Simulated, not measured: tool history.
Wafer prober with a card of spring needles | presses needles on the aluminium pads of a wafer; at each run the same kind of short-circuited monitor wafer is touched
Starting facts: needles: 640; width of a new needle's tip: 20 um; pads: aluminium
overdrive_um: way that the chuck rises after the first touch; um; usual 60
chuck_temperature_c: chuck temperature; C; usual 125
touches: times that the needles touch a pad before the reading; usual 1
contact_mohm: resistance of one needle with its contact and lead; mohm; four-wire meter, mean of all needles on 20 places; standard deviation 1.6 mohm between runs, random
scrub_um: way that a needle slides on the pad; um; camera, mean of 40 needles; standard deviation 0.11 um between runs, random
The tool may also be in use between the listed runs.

run,hour,overdrive_um,chuck_temperature_c,touches,contact_mohm,scrub_um
1,0,60,125,1,215,13.85
# hour 1.2: tips cleaned on abrasive film
# hour 6.7: tips cleaned on abrasive film
# hour 12.2: tips cleaned on abrasive film
# hour 17.7: tips cleaned on abrasive film
# hour 23.2: tips cleaned on abrasive film
# hour 28.8: tips cleaned on abrasive film
# hour 34.3: tips cleaned on abrasive film
2,37.2,60,125,1,211,13.59
# hour 39.4: tips cleaned on abrasive film
# hour 44.9: tips cleaned on abrasive film
# hour 50.4: tips cleaned on abrasive film
# hour 56: tips cleaned on abrasive film
# hour 61.5: tips cleaned on abrasive film
3,62.3,60,31,1,168,13.5
# hour 66.7: tips cleaned on abrasive film
# hour 71.1: tips cleaned on abrasive film
# hour 76.7: tips cleaned on abrasive film
# hour 81.1: tips cleaned on abrasive film
# hour 86.6: tips cleaned on abrasive film
# hour 92.1: tips cleaned on abrasive film
# hour 97.6: tips cleaned on abrasive film
4,97.8,60,31,1,158,13.36
# hour 102.2: tips cleaned on abrasive film
# hour 107.8: tips cleaned on abrasive film
# hour 113.3: tips cleaned on abrasive film
# hour 117.7: tips cleaned on abrasive film
# hour 123.2: tips cleaned on abrasive film
5,125.1,60,83,1,204,13.42
# hour 128.4: tips cleaned on abrasive film
# hour 133.9: tips cleaned on abrasive film
# hour 138.4: tips cleaned on abrasive film
# hour 143.9: tips cleaned on abrasive film
# hour 149.4: tips cleaned on abrasive film
# hour 153.8: tips cleaned on abrasive film
# hour 159.3: tips cleaned on abrasive film
6,160.4,60,83,1,188,13.19
# hour 163.8: tips cleaned on abrasive film
# hour 169.4: tips cleaned on abrasive film
# hour 174.9: tips cleaned on abrasive film
# hour 179.3: tips cleaned on abrasive film
7,179.4,60,83,1,169,13.13
# hour 183.8: tips cleaned on abrasive film
# hour 189.3: tips cleaned on abrasive film
# hour 194.8: tips cleaned on abrasive film
# hour 199.3: tips cleaned on abrasive film
# hour 204.8: tips cleaned on abrasive film
# hour 210.3: tips cleaned on abrasive film
8,214.3,60,83,1,226,12.84
# hour 215.5: tips cleaned on abrasive film
# hour 219.9: tips cleaned on abrasive film
# hour 225.4: tips cleaned on abrasive film
# hour 230.9: tips cleaned on abrasive film
# hour 236.4: tips cleaned on abrasive film
9,237.8,60,83,1,203,12.91
# hour 241.2: tips cleaned on abrasive film
# hour 246.7: tips cleaned on abrasive film
# hour 252.2: tips cleaned on abrasive film
# hour 257.5: tips cleaned on abrasive film
10,257.5,60,83,1,173,12.86
# hour 263.1: tips cleaned on abrasive film
# hour 267.5: tips cleaned on abrasive film
# hour 273: tips cleaned on abrasive film
# hour 277.4: tips cleaned on abrasive film
# hour 283: tips cleaned on abrasive film
# hour 287.4: tips cleaned on abrasive film
# hour 292.9: tips cleaned on abrasive film
11,293.7,60,83,1,186,12.73
# hour 296.1: height of the first contact set anew
# hour 298.4: tips cleaned on abrasive film
# hour 303.9: tips cleaned on abrasive film
# hour 309.4: tips cleaned on abrasive film
# hour 314.9: tips cleaned on abrasive film
# hour 320.4: tips cleaned on abrasive film
# hour 324.9: tips cleaned on abrasive film
12,325.3,60,125,1,183,14.14
# hour 329.8: tips cleaned on abrasive film
# hour 335.3: tips cleaned on abrasive film
# hour 340.8: tips cleaned on abrasive film
# hour 346.3: tips cleaned on abrasive film
# hour 351.8: tips cleaned on abrasive film
# hour 356.3: tips cleaned on abrasive film
13,359.3,48,40,2,208,11.38
# hour 361.6: tips cleaned on abrasive film
# hour 367.1: tips cleaned on abrasive film
# hour 372.6: tips cleaned on abrasive film
# hour 377.1: tips cleaned on abrasive film
# hour 382.6: tips cleaned on abrasive film
# hour 387: tips cleaned on abrasive film
# hour 392.5: tips cleaned on abrasive film
14,396.7,48,40,2,213,11.38
# hour 397.9: tips cleaned on abrasive film
# hour 403.4: tips cleaned on abrasive film
# hour 408.9: tips cleaned on abrasive film
# hour 413.4: tips cleaned on abrasive film
# hour 418.9: tips cleaned on abrasive film
# hour 424.4: tips cleaned on abrasive film
# hour 428.8: tips cleaned on abrasive film
# hour 433.9: tips cleaned on abrasive film
15,433.9,48,40,2,165,11.01
# hour 438.3: tips cleaned on abrasive film
# hour 443.8: tips cleaned on abrasive film
# hour 448.3: tips cleaned on abrasive film
# hour 453.8: tips cleaned on abrasive film
# hour 459.3: tips cleaned on abrasive film
# hour 464.8: tips cleaned on abrasive film
# hour 469.2: tips cleaned on abrasive film
# hour 474.8: tips cleaned on abrasive film
16,475.7,60,65,2,172,13.85
# hour 480.1: tips cleaned on abrasive film
# hour 485.6: tips cleaned on abrasive film
# hour 491.1: tips cleaned on abrasive film
# hour 496.6: tips cleaned on abrasive film
# hour 502.1: tips cleaned on abrasive film
17,502.3,68,51,2,154,15.77
# hour 506.7: tips cleaned on abrasive film
# hour 512.2: tips cleaned on abrasive film
# hour 517.7: tips cleaned on abrasive film
# hour 523.2: tips cleaned on abrasive film
18,526.6,60,78,1,221,13.8
# hour 527.8: tips cleaned on abrasive film
# hour 532.3: tips cleaned on abrasive film
# hour 537.8: tips cleaned on abrasive film
# hour 543.3: tips cleaned on abrasive film
# hour 548.8: tips cleaned on abrasive film
# hour 554.2: tips cleaned on abrasive film
19,554.2,65,58,2,156,14.94
# hour 559.7: tips cleaned on abrasive film
# hour 564.1: tips cleaned on abrasive film
# hour 569.6: tips cleaned on abrasive film
# hour 575.2: tips cleaned on abrasive film
# hour 580.7: tips cleaned on abrasive film
# hour 586.2: tips cleaned on abrasive film
# hour 590.6: tips cleaned on abrasive film
20,594.4,65,58,2,189,14.6
# hour 595.6: tips cleaned on abrasive film
# hour 600: tips cleaned on abrasive film
# hour 604.4: tips cleaned on abrasive film
# hour 609.9: tips cleaned on abrasive film
# hour 615.5: tips cleaned on abrasive film
# hour 621: tips cleaned on abrasive film
# hour 626.5: tips cleaned on abrasive film
21,627,65,58,2,166,14.48
# hour 631.4: tips cleaned on abrasive film
# hour 636.9: tips cleaned on abrasive film
# hour 642.4: tips cleaned on abrasive film
# hour 647.9: tips cleaned on abrasive film
# hour 653.5: tips cleaned on abrasive film
# hour 657.9: tips cleaned on abrasive film
22,658.3,40,56,3,198,8.38
# hour 662.7: tips cleaned on abrasive film
# hour 667.2: tips cleaned on abrasive film
# hour 671.6: tips cleaned on abrasive film
# hour 677.1: tips cleaned on abrasive film
23,677.5,40,54,2,211,8.39

Had the tool no unlogged condition, and each run kept its random variation, what would the results have been?
Hidden state present: debris on the tips, nm; way that the needles fall short of the set height, um; tips' diameter, um; drift of the gauge itself on contact_mohm, %; drift of the gauge itself on scrub_um, %.
run,contact_mohm,scrub_um
1,162,14.63
2,161,14.48
3,142,14.47
4,142,14.47
5,155,14.59
6,152,14.48
7,153,14.51
8,153,14.3
9,155,14.46
10,152,14.47
11,151,14.47
12,160,14.24
13,151,11.59
14,150,11.71
15,150,11.49
16,150,14.48
17,141,16.48
18,152,14.59
19,143,15.83
20,144,15.59
21,144,15.6
22,160,9.58
23,162,9.65

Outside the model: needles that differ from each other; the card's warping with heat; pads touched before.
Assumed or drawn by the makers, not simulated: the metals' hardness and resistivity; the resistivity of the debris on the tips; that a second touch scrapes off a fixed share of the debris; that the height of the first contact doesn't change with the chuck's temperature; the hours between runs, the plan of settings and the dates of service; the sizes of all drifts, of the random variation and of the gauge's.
